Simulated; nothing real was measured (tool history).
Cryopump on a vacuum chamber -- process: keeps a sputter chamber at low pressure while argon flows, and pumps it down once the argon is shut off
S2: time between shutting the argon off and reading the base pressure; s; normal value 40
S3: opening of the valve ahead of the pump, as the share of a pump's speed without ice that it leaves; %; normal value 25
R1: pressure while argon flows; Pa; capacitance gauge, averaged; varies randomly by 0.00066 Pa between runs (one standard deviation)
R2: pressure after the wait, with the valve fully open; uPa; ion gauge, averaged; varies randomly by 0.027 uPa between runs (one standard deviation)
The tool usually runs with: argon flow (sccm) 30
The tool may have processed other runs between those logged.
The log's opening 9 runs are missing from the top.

{"run": 10, "hour": 733.4, "argon flow (sccm)": 30, "S2": 40, "S3": 25, "R1": 0.1195, "R2": 3.43}
{"hour": 760.3, "done": "leaking fittings of the chamber tightened, without venting"}
{"run": 11, "hour": 806.1, "argon flow (sccm)": 30, "S2": 40, "S3": 25, "R1": 0.119, "R2": 1.37}
{"run": 12, "hour": 900.8, "argon flow (sccm)": 30, "S2": 40, "S3": 25, "R1": 0.1196, "R2": 1.49}
{"run": 13, "hour": 967.0, "argon flow (sccm)": 30, "S2": 40, "S3": 25, "R1": 0.1207, "R2": 1.56}
{"hour": 985.2, "done": "pump warmed up, emptied and cooled again"}
{"run": 14, "hour": 1064.4, "argon flow (sccm)": 30, "S2": 40, "S3": 25, "R1": 0.1098, "R2": 1.46}
{"run": 15, "hour": 1169.7, "argon flow (sccm)": 30, "S2": 40, "S3": 25, "R1": 0.1103, "R2": 1.56}
{"run": 16, "hour": 1276.2, "argon flow (sccm)": 30, "S2": 40, "S3": 25, "R1": 0.1107, "R2": 1.59}
{"run": 17, "hour": 1382.4, "argon flow (sccm)": 30, "S2": 40, "S3": 25, "R1": 0.1127, "R2": 1.74}
{"run": 18, "hour": 1480.3, "argon flow (sccm)": 30, "S2": 40, "S3": 25, "R1": 0.1114, "R2": 1.86}
{"run": 19, "hour": 1540.1, "argon flow (sccm)": 30, "S2": 257, "S3": 35, "R1": 0.0811, "R2": 0.97}
{"run": 20, "hour": 1609.3, "argon flow (sccm)": 30, "S2": 30, "S3": 25, "R1": 0.1131, "R2": 2.22}
{"run": 21, "hour": 1724.7, "argon flow (sccm)": 15, "S2": 82, "S3": 26, "R1": 0.0544, "R2": 1.5}
{"run": 22, "hour": 1813.1, "argon flow (sccm)": 43, "S2": 45, "S3": 26, "R1": 0.156, "R2": 2.01}

Run 23 is up next; what results do you expect?
{"run": 23, "hour": 1902.4, "argon flow (sccm)": 43, "S2": 45, "S3": 26, "R1": "?", "R2": "?"}

{"run 23": {"R1": 0.1567, "R2": 2.04}}
Were there no unlogged condition in the tool, this run, its random variation unchanged, would have produced R1 0.1503 Pa, R2 1.09 uPa.

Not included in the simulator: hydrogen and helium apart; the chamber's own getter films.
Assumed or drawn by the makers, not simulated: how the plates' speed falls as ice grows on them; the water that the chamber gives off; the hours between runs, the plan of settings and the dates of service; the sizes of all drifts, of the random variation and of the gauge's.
